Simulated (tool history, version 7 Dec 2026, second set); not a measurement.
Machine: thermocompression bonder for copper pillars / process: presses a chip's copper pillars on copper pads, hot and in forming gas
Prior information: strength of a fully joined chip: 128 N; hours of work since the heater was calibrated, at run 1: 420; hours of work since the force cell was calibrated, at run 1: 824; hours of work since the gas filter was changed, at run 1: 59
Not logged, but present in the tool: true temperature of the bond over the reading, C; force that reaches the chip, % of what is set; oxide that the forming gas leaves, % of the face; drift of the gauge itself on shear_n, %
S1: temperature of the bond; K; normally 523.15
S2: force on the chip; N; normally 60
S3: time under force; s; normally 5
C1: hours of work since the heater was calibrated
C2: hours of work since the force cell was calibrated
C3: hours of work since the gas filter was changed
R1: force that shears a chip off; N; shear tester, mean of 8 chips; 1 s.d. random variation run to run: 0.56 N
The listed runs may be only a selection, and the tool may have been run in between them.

| run | day | S1 | S2 | S3 | C1 | C2 | C3 | R1 |
|---|---|---|---|---|---|---|---|---|
| 1 | 0 | 523.15 | 60 | 5 | 420 | 824 | 59 | 54 |
| 2 | 0.775 | 514.15 | 60 | 5 | 434 | 838 | 73 | 48.5 |
| 3 | 1.612 | 523.15 | 65 | 5 | 449 | 853 | 88 | 57.8 |
| 4 | 2.35 | 523.15 | 65 | 5 | 462 | 866 | 101 | 58.6 |
| 5 | 3.054 | 523.15 | 60 | 5 | 474 | 878 | 113 | 54.4 |
| 6 | 3.717 | 523.15 | 60 | 5 | 486 | 890 | 125 | 55.9 |
|  | 4.188 | forming gas filter changed |
| 7 | 4.442 | 523.15 | 60 | 3 | 498 | 902 | 4 | 45.3 |
| 8 | 5.233 | 523.15 | 60 | 3 | 512 | 916 | 18 | 45.3 |
| 9 | 6.346 | 523.15 | 60 | 3 | 532 | 936 | 38 | 44.9 |
| 10 | 7.033 | 523.15 | 60 | 3 | 544 | 948 | 50 | 44.6 |
| 11 | 8.071 | 519.15 | 60 | 5 | 562 | 967 | 68 | 51.3 |
| 12 | 9.321 | 517.15 | 60 | 5 | 584 | 989 | 91 | 49.8 |
| 13 | 9.971 | 517.15 | 60 | 5 | 596 | 1000 | 102 | 49.3 |
| 14 | 11.104 | 523.15 | 60 | 5 | 616 | 1020 | 122 | 54.2 |
|  | 11.733 | forming gas filter changed |
| 15 | 11.733 | 523.15 | 60 | 5 | 627 | 1031 | 0 | 54.9 |
| 16 | 12.325 | 523.15 | 60 | 5 | 637 | 1041 | 10 | 54.5 |
| 17 | 13.258 | 523.15 | 60 | 5 | 654 | 1058 | 27 | 55 |
| 18 | 14 | 523.15 | 60 | 5 | 667 | 1071 | 40 | 53.3 |
| 19 | 14.958 | 523.15 | 60 | 5 | 683 | 1088 | 57 | 54.9 |
| 20 | 15.758 | 523.15 | 60 | 5 | 698 | 1102 | 71 | 54.5 |
| 21 | 16.458 | 523.15 | 60 | 5 | 710 | 1114 | 83 | 54.6 |
| 22 | 17.6 | 551.15 | 44 | 6 | 730 | 1134 | 103 | 60.4 |
|  | 18.258 | force cell calibrated |
| 23 | 18.662 | 551.15 | 44 | 6 | 748 | 7 | 121 | 60.9 |
|  | 19.3 | forming gas filter changed |
| 24 | 19.3 | 551.15 | 44 | 6 | 759 | 18 | 0 | 60.2 |
| 25 | 19.842 | 551.15 | 51 | 5 | 768 | 28 | 10 | 65.6 |
| 26 | 20.646 | 512.15 | 51 | 10 | 782 | 42 | 24 | 51.1 |
| 27 | 21.325 | 512.15 | 51 | 10 | 794 | 54 | 36 | 52.3 |
| 28 | 21.962 | 512.15 | 51 | 10 | 806 | 65 | 47 | 52.5 |
| 29 | 22.838 | 544.15 | 51 | 5 | 821 | 80 | 62 | 60.6 |
| 30 | 23.85 | 528.15 | 74 | 9 | 839 | 98 | 80 | 83.9 |
| 31 | 24.638 | 522.15 | 46 | 3 | 853 | 112 | 94 | 33 |
| 32 | 25.217 | 522.15 | 60 | 5 | 863 | 122 | 104 | 53.1 |
| 33 | 26.117 | 523.15 | 60 | 3 | 879 | 138 | 120 | 45.2 |
|  | 26.796 | forming gas filter changed |
| 34 | 27.171 | 505.15 | 75 | 11 | 897 | 156 | 7 | 70.3 |
| 35 | 28.096 | 523.15 | 60 | 7 | 913 | 173 | 23 | 61.4 |
| 36 | 29.183 | 518.15 | 68 | 3 | 933 | 192 | 42 | 47.2 |
| 37 | 29.792 | 518.15 | 68 | 3 | 943 | 203 | 53 | 47.3 |
| 38 | 30.488 | 518.15 | 68 | 3 | 956 | 215 | 65 | 48 |
| 39 | 31.7 | 518.15 | 68 | 3 | 977 | 236 | 87 | 48.4 |

Hidden state at the last listed run before each entry between runs and at the first one after, where it differs:
Between runs 6 and 7: forming gas filter changed (day 4.188)
  oxide that the forming gas leaves, % of the face: 0.94 -> 0.51
Between runs 14 and 15: forming gas filter changed (day 11.733)
  true temperature of the bond over the reading, C: -0.2 -> -0.3; oxide that the forming gas leaves, % of the face: 0.89 -> 0.5
Between runs 22 and 23: force cell calibrated (day 18.258)
  force that reaches the chip, % of what is set: 100.5 -> 100; oxide that the forming gas leaves, % of the face: 0.85 -> 0.91
Between runs 23 and 24: forming gas filter changed (day 19.3)
  oxide that the forming gas leaves, % of the face: 0.91 -> 0.51
Between runs 33 and 34: forming gas filter changed (day 26.796)
  true temperature of the bond over the reading, C: -0.3 -> -0.4; oxide that the forming gas leaves, % of the face: 0.9 -> 0.54
